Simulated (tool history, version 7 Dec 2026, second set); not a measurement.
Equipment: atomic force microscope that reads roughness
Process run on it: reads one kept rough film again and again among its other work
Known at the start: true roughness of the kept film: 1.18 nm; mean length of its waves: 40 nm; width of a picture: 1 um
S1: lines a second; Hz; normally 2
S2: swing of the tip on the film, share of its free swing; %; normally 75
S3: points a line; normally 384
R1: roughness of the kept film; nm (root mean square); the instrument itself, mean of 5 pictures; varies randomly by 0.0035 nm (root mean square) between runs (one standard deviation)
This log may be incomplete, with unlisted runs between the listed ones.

run	hour	S1	S2	S3	R1
1	0	2	75	384	1.045
2	35.3	2	75	384	1.036
# hour 44.8: new tip fitted
3	95.1	2	75	384	1.068
4	152.9	2	75	384	1.056
5	185.8	2	75	384	1.051
6	211.1	2	75	335	1.037
# hour 250.2: new tip fitted
7	263.7	2	75	384	1.069
8	294.2	3.27	75	384	1.033
9	341	3.27	80	384	0.995
10	396.5	3.27	80	384	0.977
11	424.4	3.27	80	384	0.974
# hour 455.5: new tip fitted
12	484.4	2	75	384	1.067
13	513.2	2	84	384	1.028
14	573.8	2	84	384	1.009
15	616.5	2	75	474	1.042
# hour 620.4: height scale calibrated on a step standard
# hour 663.5: new tip fitted
16	674.2	2	75	474	1.075
17	702.1	2	75	474	1.065
# hour 726.7: height scale calibrated on a step standard, once more
18	731.9	2	75	430	1.059
19	790	2	75	384	1.041
20	827.4	2	75	384	1.035
# hour 871.6: new tip fitted
21	881.1	2	75	384	1.067
22	924.5	3.65	55	1021	1.096
23	974	3.65	55	1021	1.085
24	1025.9	3.65	55	1021	1.065
25	1050.9	3.43	55	1021	1.063
# hour 1076.6: new tip fitted
26	1100.7	1.52	55	261	1.121
27	1127.7	0.74	55	946	1.126
28	1171.7	3.53	83	384	0.951
29	1203.7	0.58	71	639	1.098
30	1258	0.58	71	639	1.085
# hour 1283.2: new tip fitted
31	1307.8	0.58	71	639	1.116
32	1366.3	0.58	71	639	1.112
33	1415	0.58	71	639	1.099
34	1451.6	0.58	78	639	1.082
# hour 1487.5: new tip fitted
35	1500.4	3.41	78	356	1.008
36	1549.4	2.49	90	303	0.971
37	1605	3.82	68	387	1.028
38	1657.1	3.82	68	387	1.017
# hour 1690.1: new tip fitted
39	1716.7	3.82	68	387	1.054
40	1741.3	3.15	81	384	0.991
41	1776.1	1.54	75	1021	1.077
42	1828.4	2	80	399	1.021

Alternative continuations, all from the tool just after run 42; predict every row:
A	1855.5	2	75	399	?
B	1855.5	1.19	80	399	?
C	1855.5	0.66	77	308	?
D	1855.5	2.65	80	399	?
E	1855.5	0.54	60	280	?

run	R1
A	1.035
B	1.044
C	1.07
D	0.994
E	1.089
Without the tool's hidden state the same runs would have given:
run	R1
A	1.085
B	1.095
C	1.121
D	1.042
E	1.141
